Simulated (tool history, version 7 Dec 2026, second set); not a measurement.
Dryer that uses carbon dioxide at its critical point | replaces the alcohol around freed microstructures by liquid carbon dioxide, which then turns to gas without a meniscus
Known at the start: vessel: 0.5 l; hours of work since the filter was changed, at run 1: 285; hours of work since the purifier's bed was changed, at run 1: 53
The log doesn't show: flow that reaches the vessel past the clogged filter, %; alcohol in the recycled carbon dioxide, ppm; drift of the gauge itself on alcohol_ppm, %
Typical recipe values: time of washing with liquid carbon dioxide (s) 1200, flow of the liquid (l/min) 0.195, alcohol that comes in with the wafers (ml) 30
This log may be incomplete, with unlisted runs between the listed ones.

run,hour,time of washing with liquid carbon dioxide (s),flow of the liquid (l/min),alcohol that comes in with the wafers (ml),hours of work since the filter was changed,hours of work since the purifier's bed was changed,alcohol left in the vessel before it's heated (ppm by volume)
1,0.0,1200,0.195,30,285,53,127
2,15.2,1200,0.195,30,292,60,131
3,33.2,1200,0.306,30,300,68,28
4,46.6,1200,0.228,30,306,74,65
# hour 53.7: inlet filter changed
5,57.4,1200,0.228,30,2,78,55
6,68.6,1200,0.195,30,7,83,94
7,86.4,1200,0.195,30,14,91,97
8,100.8,1200,0.195,30,21,97,105
9,118.3,1200,0.195,30,28,105,115
10,140.4,1200,0.195,30,38,115,118
11,159.6,1200,0.195,30,47,123,107
12,180.7,1200,0.120,30,56,133,950
13,200.5,1200,0.195,30,65,141,124
14,220.6,1200,0.195,30,74,150,134
15,243.6,1200,0.195,30,84,160,129
16,254.0,1200,0.195,30,88,165,130
17,276.4,1200,0.195,30,98,175,142
18,296.6,1200,0.195,30,107,184,137
19,307.6,1200,0.195,30,112,189,152
20,323.5,1200,0.195,30,119,196,137
21,346.7,1200,0.195,30,129,206,157
22,367.3,1200,0.195,30,138,215,149
23,378.4,1200,0.195,31,143,220,167
24,393.5,1200,0.195,24,150,226,141
25,411.4,1560,0.185,76,158,234,127
26,423.6,1200,0.201,118,163,240,376
27,447.3,1200,0.178,40,174,250,299
28,457.9,1080,0.145,69,178,255,1845
29,473.4,1200,0.281,51,185,262,93
30,493.0,1200,0.214,86,194,270,233
31,515.1,960,0.180,21,204,280,448
32,535.5,780,0.165,35,213,289,2192
33,555.2,780,0.165,35,221,298,2104
34,574.2,1440,0.327,30,230,306,91
35,596.6,900,0.327,30,240,316,114
36,615.6,1200,0.195,97,248,324,462
37,628.8,1200,0.154,41,254,330,629
38,650.4,1800,0.275,41,263,340,98
39,664.3,1800,0.275,41,269,346,102
40,684.8,1800,0.275,41,278,355,109
41,702.9,900,0.310,43,286,363,159
42,717.9,900,0.310,43,293,370,174
43,737.2,1380,0.310,43,302,378,110
# hour 753.3: inlet filter changed
44,756.0,1380,0.310,43,1,386,111
45,766.8,1920,0.272,55,6,391,121
46,788.7,1920,0.272,55,16,400,118
47,809.8,1740,0.209,85,25,410,129

Consider 4 possible next runs. They are alternatives, not a sequence: every one starts from the tool as it was left by run 47. What does each give?
A,833.6,1440,0.176,57,35,420,?
B,833.6,1140,0.253,59,35,420,?
C,833.6,1020,0.126,69,35,420,?
D,833.6,900,0.210,85,35,420,?

run,alcohol left in the vessel before it's heated (ppm by volume)
A,213
B,161
C,3391
D,899
The same runs, with their run-to-run variation unchanged, on a tool lacking any hidden condition would have given:
run,alcohol left in the vessel before it's heated (ppm by volume)
A,86
B,40
C,3159
D,744

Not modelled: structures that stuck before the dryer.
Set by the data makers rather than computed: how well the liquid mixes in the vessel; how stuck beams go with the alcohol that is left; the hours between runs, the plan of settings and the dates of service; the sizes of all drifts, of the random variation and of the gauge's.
